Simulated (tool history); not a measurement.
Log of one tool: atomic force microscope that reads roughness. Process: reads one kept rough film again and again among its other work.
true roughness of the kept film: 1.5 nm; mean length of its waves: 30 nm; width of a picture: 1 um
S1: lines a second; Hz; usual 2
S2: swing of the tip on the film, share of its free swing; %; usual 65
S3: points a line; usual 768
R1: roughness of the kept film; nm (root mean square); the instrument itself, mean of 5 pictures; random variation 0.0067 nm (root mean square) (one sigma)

run 1 day=0 | S1=2 S2=65 S3=768 | R1=1.239
-- day=0.833 new tip fitted
run 2 day=1.258 | S1=2 S2=65 S3=768 | R1=1.303
run 3 day=4.004 | S1=2 S2=65 S3=768 | R1=1.279
run 4 day=6.142 | S1=2 S2=65 S3=488 | R1=1.279
run 5 day=7.45 | S1=2 S2=65 S3=768 | R1=1.263
run 6 day=8.975 | S1=2 S2=65 S3=768 | R1=1.255
run 7 day=11.083 | S1=2 S2=65 S3=768 | R1=1.239
run 8 day=12.783 | S1=2 S2=65 S3=768 | R1=1.225
-- day=14.438 new tip fitted
run 9 day=14.604 | S1=2 S2=65 S3=768 | R1=1.311
run 10 day=16.196 | S1=2 S2=65 S3=768 | R1=1.297
run 11 day=17.538 | S1=2 S2=65 S3=768 | R1=1.274
-- day=17.808 height scale calibrated on a step standard
run 12 day=19.529 | S1=2 S2=65 S3=768 | R1=1.257
run 13 day=21.996 | S1=2 S2=65 S3=768 | R1=1.247
run 14 day=23.862 | S1=2 S2=65 S3=768 | R1=1.231
-- day=24.767 height scale calibrated on a step standard, once more
run 15 day=25.175 | S1=2 S2=58 S3=768 | R1=1.284
run 16 day=27.329 | S1=2 S2=65 S3=333 | R1=1.226
-- day=28.142 new tip fitted
run 17 day=28.892 | S1=2 S2=65 S3=333 | R1=1.317
run 18 day=31.308 | S1=2 S2=65 S3=333 | R1=1.284
run 19 day=33.054 | S1=2 S2=65 S3=333 | R1=1.275
run 20 day=35.196 | S1=1.2 S2=65 S3=768 | R1=1.322
run 21 day=37.25 | S1=2.22 S2=65 S3=768 | R1=1.246
run 22 day=39.708 | S1=1.76 S2=63 S3=716 | R1=1.269
run 23 day=41 | S1=2 S2=65 S3=979 | R1=1.231
-- day=41.875 new tip fitted
run 24 day=42.404 | S1=0.93 S2=65 S3=768 | R1=1.374
run 25 day=43.879 | S1=3.01 S2=72 S3=768 | R1=1.192
run 26 day=46.221 | S1=1.73 S2=86 S3=382 | R1=1.128
run 27 day=48.154 | S1=1.59 S2=62 S3=971 | R1=1.312
run 28 day=50.796 | S1=0.8 S2=59 S3=903 | R1=1.35
run 29 day=53.571 | S1=2.34 S2=59 S3=1013 | R1=1.267
run 30 day=55.271 | S1=3.27 S2=65 S3=285 | R1=1.155
-- day=55.471 new tip fitted
run 31 day=56.6 | S1=1.6 S2=62 S3=372 | R1=1.346
run 32 day=59.146 | S1=1.6 S2=62 S3=976 | R1=1.34
run 33 day=60.317 | S1=0.87 S2=82 S3=768 | R1=1.27
run 34 day=62.971 | S1=0.87 S2=82 S3=768 | R1=1.254
run 35 day=64.662 | S1=2.12 S2=61 S3=270 | R1=1.252
run 36 day=67.379 | S1=2.81 S2=77 S3=903 | R1=1.09
-- day=69.217 new tip fitted
run 37 day=69.746 | S1=0.73 S2=75 S3=307 | R1=1.357
run 38 day=71.721 | S1=1.05 S2=79 S3=341 | R1=1.277
run 39 day=73.504 | S1=1.05 S2=79 S3=341 | R1=1.278

3 ways to go on from here, each from the tool as it stands after run 39. What would each give?
run A day=76.012 | S1=2 S2=74 S3=768 | R1=?
run B day=76.012 | S1=3.27 S2=59 S3=442 | R1=?
run C day=76.012 | S1=3.75 S2=59 S3=286 | R1=?

run=A R1=1.204
run=B R1=1.257
run=C R1=1.233
Without the tool's hidden state the same runs would have given:
run=A R1=1.256
run=B R1=1.312
run=C R1=1.286
